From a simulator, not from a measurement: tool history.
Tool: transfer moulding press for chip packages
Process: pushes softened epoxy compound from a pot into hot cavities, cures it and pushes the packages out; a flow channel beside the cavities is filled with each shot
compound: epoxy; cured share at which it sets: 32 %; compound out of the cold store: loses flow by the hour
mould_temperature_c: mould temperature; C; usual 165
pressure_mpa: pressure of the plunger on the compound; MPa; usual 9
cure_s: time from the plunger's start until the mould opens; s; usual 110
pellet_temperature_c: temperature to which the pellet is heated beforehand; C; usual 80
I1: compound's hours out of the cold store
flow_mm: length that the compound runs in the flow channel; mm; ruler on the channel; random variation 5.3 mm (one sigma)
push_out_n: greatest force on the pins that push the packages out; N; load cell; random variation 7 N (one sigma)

run 1 hour=0 | mould_temperature_c=165 pressure_mpa=9 cure_s=110 pellet_temperature_c=80 | I1=14.7 | flow_mm=825 push_out_n=466
run 2 hour=10.1 | mould_temperature_c=165 pressure_mpa=9 cure_s=110 pellet_temperature_c=80 | I1=15.8 | flow_mm=820 push_out_n=467
run 3 hour=28.1 | mould_temperature_c=165 pressure_mpa=9 cure_s=110 pellet_temperature_c=80 | I1=8.1 | flow_mm=857 push_out_n=513
run 4 hour=40.9 | mould_temperature_c=165 pressure_mpa=9 cure_s=110 pellet_temperature_c=80 | I1=40.4 | flow_mm=718 push_out_n=519
run 5 hour=60.6 | mould_temperature_c=165 pressure_mpa=10.99 cure_s=110 pellet_temperature_c=80 | I1=28 | flow_mm=839 push_out_n=542
run 6 hour=83.5 | mould_temperature_c=165 pressure_mpa=10.99 cure_s=110 pellet_temperature_c=80 | I1=45.4 | flow_mm=772 push_out_n=568
-- hour=94.9 cavities cleaned with cleaning compound and waxed
run 7 hour=97.1 | mould_temperature_c=166 pressure_mpa=10.99 cure_s=110 pellet_temperature_c=80 | I1=8.6 | flow_mm=927 push_out_n=299
run 8 hour=108.3 | mould_temperature_c=166 pressure_mpa=10.99 cure_s=110 pellet_temperature_c=80 | I1=23.6 | flow_mm=851 push_out_n=349
-- hour=112.2 mould's thermocouples calibrated
run 9 hour=129.8 | mould_temperature_c=163 pressure_mpa=10.99 cure_s=110 pellet_temperature_c=80 | I1=28.4 | flow_mm=853 push_out_n=438
run 10 hour=147.9 | mould_temperature_c=161 pressure_mpa=10.99 cure_s=110 pellet_temperature_c=80 | I1=26.9 | flow_mm=852 push_out_n=556
run 11 hour=161.7 | mould_temperature_c=159 pressure_mpa=9 cure_s=110 pellet_temperature_c=80 | I1=35.4 | flow_mm=749 push_out_n=633
-- hour=166 plunger's sealing rings changed
run 12 hour=186.1 | mould_temperature_c=165 pressure_mpa=9 cure_s=110 pellet_temperature_c=87 | I1=8.9 | flow_mm=892 push_out_n=511
run 13 hour=197.4 | mould_temperature_c=165 pressure_mpa=9 cure_s=110 pellet_temperature_c=87 | I1=40.4 | flow_mm=763 push_out_n=508
run 14 hour=216.5 | mould_temperature_c=165 pressure_mpa=9 cure_s=110 pellet_temperature_c=87 | I1=47.5 | flow_mm=732 push_out_n=509
run 15 hour=228.2 | mould_temperature_c=159 pressure_mpa=9 cure_s=110 pellet_temperature_c=80 | I1=23.7 | flow_mm=843 push_out_n=767
-- hour=231.3 mould's thermocouples calibrated, once more
-- hour=234.8 cavities cleaned with cleaning compound and waxed
run 16 hour=248.6 | mould_temperature_c=159 pressure_mpa=9 cure_s=110 pellet_temperature_c=80 | I1=21 | flow_mm=865 push_out_n=521
run 17 hour=264.1 | mould_temperature_c=172 pressure_mpa=9 cure_s=119 pellet_temperature_c=80 | I1=38.5 | flow_mm=740 push_out_n=358
run 18 hour=275.9 | mould_temperature_c=163 pressure_mpa=8.91 cure_s=110 pellet_temperature_c=90 | I1=30.5 | flow_mm=798 push_out_n=475
run 19 hour=290.2 | mould_temperature_c=167 pressure_mpa=9.28 cure_s=91 pellet_temperature_c=86 | I1=27.3 | flow_mm=820 push_out_n=547
run 20 hour=309.9 | mould_temperature_c=167 pressure_mpa=9.28 cure_s=90 pellet_temperature_c=86 | I1=16.8 | flow_mm=858 push_out_n=622
run 21 hour=323.5 | mould_temperature_c=167 pressure_mpa=9.19 cure_s=90 pellet_temperature_c=73 | I1=17.2 | flow_mm=865 push_out_n=644
run 22 hour=333.6 | mould_temperature_c=167 pressure_mpa=7.32 cure_s=90 pellet_temperature_c=80 | I1=43.7 | flow_mm=669 push_out_n=621
run 23 hour=346.9 | mould_temperature_c=169 pressure_mpa=7.97 cure_s=110 pellet_temperature_c=87 | I1=40.8 | flow_mm=700 push_out_n=494
-- hour=366.8 cavities cleaned with cleaning compound and waxed
run 24 hour=371.6 | mould_temperature_c=169 pressure_mpa=7.97 cure_s=106 pellet_temperature_c=85 | I1=16.1 | flow_mm=799 push_out_n=295
run 25 hour=393.6 | mould_temperature_c=169 pressure_mpa=7.97 cure_s=106 pellet_temperature_c=85 | I1=33.5 | flow_mm=721 push_out_n=391
run 26 hour=410.9 | mould_temperature_c=169 pressure_mpa=7.97 cure_s=106 pellet_temperature_c=85 | I1=20 | flow_mm=768 push_out_n=413
run 27 hour=421.9 | mould_temperature_c=169 pressure_mpa=7.97 cure_s=106 pellet_temperature_c=85 | I1=24.5 | flow_mm=749 push_out_n=428
run 28 hour=432.7 | mould_temperature_c=169 pressure_mpa=8.04 cure_s=91 pellet_temperature_c=89 | I1=42.4 | flow_mm=683 push_out_n=508
run 29 hour=451.8 | mould_temperature_c=169 pressure_mpa=8.04 cure_s=91 pellet_temperature_c=89 | I1=37.3 | flow_mm=703 push_out_n=528

3 ways to go on from here, each from the tool as it stands after run 29. What would each give?
run A hour=467.9 | mould_temperature_c=162 pressure_mpa=7.69 cure_s=140 pellet_temperature_c=89 | I1=36.4 | flow_mm=? push_out_n=?
run B hour=467.9 | mould_temperature_c=161 pressure_mpa=8.04 cure_s=127 pellet_temperature_c=89 | I1=18.2 | flow_mm=? push_out_n=?
run C hour=467.9 | mould_temperature_c=169 pressure_mpa=8.04 cure_s=91 pellet_temperature_c=70 | I1=30.2 | flow_mm=? push_out_n=?

run=A flow_mm=711 push_out_n=505
run=B flow_mm=813 push_out_n=549
run=C flow_mm=730 push_out_n=565
Without the tool's hidden state the same runs would have given:
run=A flow_mm=733 push_out_n=269
run=B flow_mm=837 push_out_n=290
run=C flow_mm=752 push_out_n=301
